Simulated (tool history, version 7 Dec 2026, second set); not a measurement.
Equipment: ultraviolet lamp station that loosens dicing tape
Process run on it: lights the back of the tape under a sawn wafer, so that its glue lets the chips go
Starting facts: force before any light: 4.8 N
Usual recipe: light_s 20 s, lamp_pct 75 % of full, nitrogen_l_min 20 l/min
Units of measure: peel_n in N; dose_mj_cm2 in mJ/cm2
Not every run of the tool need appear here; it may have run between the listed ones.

| run | hour | light_s | lamp_pct | nitrogen_l_min | peel_n | dose_mj_cm2 |
|---|---|---|---|---|---|---|
| 1 | 0.0 | 20 | 75 | 20 | 0.700 | 182 |
| 2 | 72.3 | 20 | 75 | 20 | 0.738 | 170 |
| 3 | 126.9 | 20 | 75 | 15 | 0.889 | 164 |
| 4 | 199.2 | 20 | 75 | 15 | 0.990 | 158 |
| 5 | 292.2 | 20 | 75 | 15 | 1.068 | 145 |
| 6 | 349.5 | 20 | 75 | 20 | 0.975 | 134 |
| 7 | 410.3 | 20 | 75 | 27 | 0.902 | 135 |
|  | 444.1 | window cleaned of glue's vapour |
| 8 | 476.0 | 20 | 75 | 27 | 0.827 | 136 |
|  | 515.3 | lamp changed |
| 9 | 531.9 | 20 | 75 | 27 | 0.441 | 213 |
| 10 | 629.9 | 20 | 75 | 20 | 0.568 | 205 |
| 11 | 700.5 | 20 | 75 | 20 | 0.592 | 194 |
| 12 | 742.5 | 20 | 75 | 20 | 0.603 | 190 |
| 13 | 790.6 | 20 | 75 | 36 | 0.497 | 184 |
| 14 | 847.7 | 14 | 88 | 6 | 1.656 | 149 |
|  | 902.8 | window cleaned of glue's vapour |
| 15 | 934.9 | 30 | 75 | 29 | 0.290 | 269 |
| 16 | 1030.6 | 30 | 75 | 29 | 0.327 | 256 |
| 17 | 1077.1 | 21 | 75 | 7 | 1.289 | 177 |
| 18 | 1124.8 | 21 | 75 | 7 | 1.284 | 165 |

For run 19, what comes out?
| 19 | 1185.1 | 11 | 75 | 8 | ? | ? |

For run 19 the tool returned peel_n 2.362 N, dose_mj_cm2 84 mJ/cm2.
Were there no unlogged condition in the tool, this run, its random variation unchanged, would have produced peel_n 1.777 N, dose_mj_cm2 119 mJ/cm2.

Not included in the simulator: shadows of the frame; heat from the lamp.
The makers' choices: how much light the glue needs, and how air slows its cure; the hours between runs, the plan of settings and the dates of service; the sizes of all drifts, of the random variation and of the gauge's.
